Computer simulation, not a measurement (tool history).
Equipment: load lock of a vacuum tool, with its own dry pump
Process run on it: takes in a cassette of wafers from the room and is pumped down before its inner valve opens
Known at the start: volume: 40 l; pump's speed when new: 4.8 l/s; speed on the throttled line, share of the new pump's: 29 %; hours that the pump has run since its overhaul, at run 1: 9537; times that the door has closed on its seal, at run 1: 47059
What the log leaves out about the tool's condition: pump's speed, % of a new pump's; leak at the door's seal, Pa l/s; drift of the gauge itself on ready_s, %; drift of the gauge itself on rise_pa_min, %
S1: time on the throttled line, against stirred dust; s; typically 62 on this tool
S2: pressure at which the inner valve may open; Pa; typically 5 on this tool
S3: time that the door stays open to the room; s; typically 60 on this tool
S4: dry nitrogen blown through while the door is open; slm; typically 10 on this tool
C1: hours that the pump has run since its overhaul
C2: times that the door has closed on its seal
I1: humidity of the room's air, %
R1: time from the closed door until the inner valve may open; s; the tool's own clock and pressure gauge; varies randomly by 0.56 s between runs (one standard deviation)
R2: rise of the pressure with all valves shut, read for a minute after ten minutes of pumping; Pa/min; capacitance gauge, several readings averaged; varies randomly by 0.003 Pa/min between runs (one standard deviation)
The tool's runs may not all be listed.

run	hour	S1	S2	S3	S4	C1	C2	I1	R1	R2
1	0.0	62	5	60	10	9537	47059	44.0	138.0	0.164
2	208.7	62	5	60	15	9746	48088	43.5	137.8	0.158
3	457.3	62	5	60	10	9994	49316	42.5	138.5	0.164
4	664.1	62	5	60	10	10201	50336	45.2	139.4	0.179
5	888.3	62	9	60	10	10425	51442	43.9	133.3	0.183
6	998.2	62	5	60	10	10535	51984	47.1	139.5	0.189
7	1187.1	62	5	60	10	10724	52916	44.1	139.9	0.181
8	1379.4	62	5	26	10	10916	53865	47.8	140.2	0.182
9	1608.7	62	5	60	10	11146	54997	44.7	140.9	0.194
10	1863.0	59	5	60	10	11400	56252	49.1	137.5	0.203
11	1974.2	59	5	60	10	11511	56800	45.8	138.6	0.210
12	2145.0	59	5	60	10	11682	57643	41.8	139.4	0.200
13	2308.7	59	5	60	10	11846	58451	47.7	139.1	0.202
14	2498.8	52	5	239	10	12036	59389	47.2	134.4	0.239
15	2622.8	44	5	60	14	12160	60000	45.7	128.6	0.209
16	2739.7	44	5	60	14	12277	60578	38.5	129.6	0.205
# hour 2769.2: dry pump taken out, an overhauled one fitted
17	2966.1	44	5	60	14	197	61665	47.2	116.9	0.215
18	3169.6	86	5	60	10	400	62669	46.3	146.7	0.220
19	3402.7	79	5	93	10	634	63820	44.6	141.4	0.236
20	3664.2	122	5	60	10	895	65110	43.9	171.6	0.231
21	3925.4	122	5	60	10	1156	66398	46.8	174.1	0.237
22	4145.2	62	8	60	26	1376	67483	47.9	125.0	0.227
23	4390.0	50	8	60	26	1621	68691	48.8	117.5	0.237
24	4654.8	50	8	60	26	1886	69998	47.3	117.2	0.244

What differs in the tool's unlogged condition from the final listed run ahead of each entry between runs to the first listed run following it?
Logged between run 16 and run 17: dry pump taken out, an overhauled one fitted (hour 2769.2)
  pump's speed, % of a new pump's: 84.9 -> 99.6; leak at the door's seal, Pa l/s: 0.1108 -> 0.1134
  measured minus no-state result, R1: +13.2 -> +0.3 s; R2: +0.164 -> +0.168 Pa/min
